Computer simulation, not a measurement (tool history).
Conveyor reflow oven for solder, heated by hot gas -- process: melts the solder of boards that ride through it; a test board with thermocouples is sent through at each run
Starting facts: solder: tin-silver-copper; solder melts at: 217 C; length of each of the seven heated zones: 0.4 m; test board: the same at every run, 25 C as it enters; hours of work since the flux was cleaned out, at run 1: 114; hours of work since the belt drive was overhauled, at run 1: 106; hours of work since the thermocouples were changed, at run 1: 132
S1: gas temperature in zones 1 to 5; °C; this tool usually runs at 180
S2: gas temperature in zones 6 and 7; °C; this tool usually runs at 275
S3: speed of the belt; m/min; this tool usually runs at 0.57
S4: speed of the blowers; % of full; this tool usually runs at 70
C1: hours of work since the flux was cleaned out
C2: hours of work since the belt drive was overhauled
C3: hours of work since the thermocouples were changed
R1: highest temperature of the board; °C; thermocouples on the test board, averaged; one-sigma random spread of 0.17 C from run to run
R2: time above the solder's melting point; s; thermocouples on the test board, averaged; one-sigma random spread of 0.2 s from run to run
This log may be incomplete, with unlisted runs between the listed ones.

{"run": 1, "hour": 0.0, "S1": 180, "S2": 275, "S3": 0.57, "S4": 70, "C1": 114, "C2": 106, "C3": 132, "R1": 255.5, "R2": 67.1}
{"run": 2, "hour": 11.1, "S1": 180, "S2": 275, "S3": 0.57, "S4": 70, "C1": 120, "C2": 111, "C3": 137, "R1": 255.8, "R2": 67.3}
{"run": 3, "hour": 21.5, "S1": 180, "S2": 275, "S3": 0.57, "S4": 70, "C1": 125, "C2": 116, "C3": 142, "R1": 255.3, "R2": 67.3}
{"run": 4, "hour": 35.1, "S1": 180, "S2": 275, "S3": 0.57, "S4": 70, "C1": 131, "C2": 122, "C3": 149, "R1": 255.5, "R2": 67.2}
{"run": 5, "hour": 47.7, "S1": 180, "S2": 275, "S3": 0.57, "S4": 70, "C1": 137, "C2": 128, "C3": 155, "R1": 255.4, "R2": 67.2}
{"run": 6, "hour": 54.9, "S1": 180, "S2": 275, "S3": 0.57, "S4": 70, "C1": 141, "C2": 132, "C3": 158, "R1": 255.7, "R2": 67.1}
{"run": 7, "hour": 66.3, "S1": 180, "S2": 275, "S3": 0.57, "S4": 70, "C1": 146, "C2": 137, "C3": 164, "R1": 255.2, "R2": 67}
{"run": 8, "hour": 79.1, "S1": 180, "S2": 275, "S3": 0.57, "S4": 70, "C1": 152, "C2": 143, "C3": 170, "R1": 255.1, "R2": 67}
{"run": 9, "hour": 87.3, "S1": 180, "S2": 275, "S3": 0.57, "S4": 70, "C1": 156, "C2": 147, "C3": 174, "R1": 255.3, "R2": 67.3}
{"run": 10, "hour": 96.2, "S1": 185, "S2": 275, "S3": 0.57, "S4": 70, "C1": 160, "C2": 151, "C3": 178, "R1": 256.2, "R2": 69.9}
{"run": 11, "hour": 107.6, "S1": 185, "S2": 275, "S3": 0.57, "S4": 83, "C1": 165, "C2": 157, "C3": 183, "R1": 258.4, "R2": 72}
{"run": 12, "hour": 119.6, "S1": 180, "S2": 269, "S3": 0.57, "S4": 70, "C1": 171, "C2": 162, "C3": 189, "R1": 250.2, "R2": 63.2}
{"run": 13, "hour": 130.3, "S1": 180, "S2": 269, "S3": 0.57, "S4": 70, "C1": 176, "C2": 167, "C3": 194, "R1": 250.1, "R2": 62.8}
{"hour": 146.9, "done": "flux residue cleaned out of gas plates and filters"}
{"run": 14, "hour": 147.0, "S1": 180, "S2": 269, "S3": 0.57, "S4": 70, "C1": 0, "C2": 173, "C3": 199, "R1": 251.2, "R2": 64}
{"run": 15, "hour": 158.4, "S1": 180, "S2": 269, "S3": 0.57, "S4": 70, "C1": 5, "C2": 178, "C3": 205, "R1": 251, "R2": 64}
{"run": 16, "hour": 165.4, "S1": 177, "S2": 287, "S3": 0.637, "S4": 70, "C1": 9, "C2": 182, "C3": 208, "R1": 261.5, "R2": 62}
{"run": 17, "hour": 173.2, "S1": 173, "S2": 284, "S3": 0.628, "S4": 70, "C1": 12, "C2": 185, "C3": 212, "R1": 258.2, "R2": 60.1}
{"run": 18, "hour": 178.9, "S1": 180, "S2": 275, "S3": 0.593, "S4": 70, "C1": 15, "C2": 188, "C3": 215, "R1": 254.9, "R2": 63.9}
{"run": 19, "hour": 185.0, "S1": 193, "S2": 281, "S3": 0.593, "S4": 70, "C1": 18, "C2": 191, "C3": 217, "R1": 262.4, "R2": 74.8}
{"run": 20, "hour": 195.5, "S1": 193, "S2": 281, "S3": 0.593, "S4": 70, "C1": 23, "C2": 196, "C3": 222, "R1": 262.3, "R2": 74.6}
{"run": 21, "hour": 202.2, "S1": 180, "S2": 278, "S3": 0.57, "S4": 63, "C1": 26, "C2": 199, "C3": 226, "R1": 257.1, "R2": 68.2}
{"run": 22, "hour": 211.6, "S1": 186, "S2": 275, "S3": 0.501, "S4": 55, "C1": 31, "C2": 204, "C3": 230, "R1": 258.2, "R2": 82.1}
{"run": 23, "hour": 222.6, "S1": 182, "S2": 275, "S3": 0.552, "S4": 70, "C1": 36, "C2": 209, "C3": 235, "R1": 257.8, "R2": 72.2}
{"run": 24, "hour": 231.6, "S1": 182, "S2": 275, "S3": 0.552, "S4": 70, "C1": 40, "C2": 213, "C3": 239, "R1": 257.5, "R2": 72.5}
{"run": 25, "hour": 237.4, "S1": 182, "S2": 275, "S3": 0.552, "S4": 70, "C1": 43, "C2": 216, "C3": 242, "R1": 257.1, "R2": 72}
{"run": 26, "hour": 249.8, "S1": 182, "S2": 275, "S3": 0.552, "S4": 70, "C1": 49, "C2": 222, "C3": 248, "R1": 257.5, "R2": 72.2}
{"run": 27, "hour": 260.3, "S1": 182, "S2": 275, "S3": 0.552, "S4": 70, "C1": 54, "C2": 227, "C3": 253, "R1": 257.5, "R2": 72.3}
{"run": 28, "hour": 268.9, "S1": 170, "S2": 289, "S3": 0.523, "S4": 70, "C1": 58, "C2": 231, "C3": 257, "R1": 269.6, "R2": 79.1}
{"run": 29, "hour": 280.5, "S1": 174, "S2": 275, "S3": 0.57, "S4": 65, "C1": 63, "C2": 236, "C3": 263, "R1": 253.6, "R2": 63.1}
{"run": 30, "hour": 287.6, "S1": 176, "S2": 275, "S3": 0.57, "S4": 70, "C1": 67, "C2": 240, "C3": 266, "R1": 254.9, "R2": 65.6}

Each row is a separate what-if for the run after 30, all from the same tool condition, not one after another. Results?
{"run": "A", "hour": 295.8, "S1": 166, "S2": 275, "S3": 0.57, "S4": 65, "C1": 71, "C2": 243, "C3": 270, "R1": "?", "R2": "?"}
{"run": "B", "hour": 295.8, "S1": 180, "S2": 275, "S3": 0.503, "S4": 57, "C1": 71, "C2": 243, "C3": 270, "R1": "?", "R2": "?"}
{"run": "C", "hour": 295.8, "S1": 180, "S2": 272, "S3": 0.57, "S4": 70, "C1": 71, "C2": 243, "C3": 270, "R1": "?", "R2": "?"}
{"run": "D", "hour": 295.8, "S1": 190, "S2": 275, "S3": 0.57, "S4": 89, "C1": 71, "C2": 243, "C3": 270, "R1": "?", "R2": "?"}
{"run": "E", "hour": 295.8, "S1": 195, "S2": 286, "S3": 0.57, "S4": 70, "C1": 71, "C2": 243, "C3": 270, "R1": "?", "R2": "?"}

run=A R1=251.5 R2=58.6
run=B R1=257.4 R2=78.7
run=C R1=253 R2=65.5
run=D R1=260.6 R2=76.3
run=E R1=268.2 R2=82.1
Without the tool's hidden state the same runs would have given:
run=A R1=252 R2=58.6
run=B R1=257.8 R2=78.4
run=C R1=253.4 R2=65.4
run=D R1=261.1 R2=76
run=E R1=268.6 R2=81.7
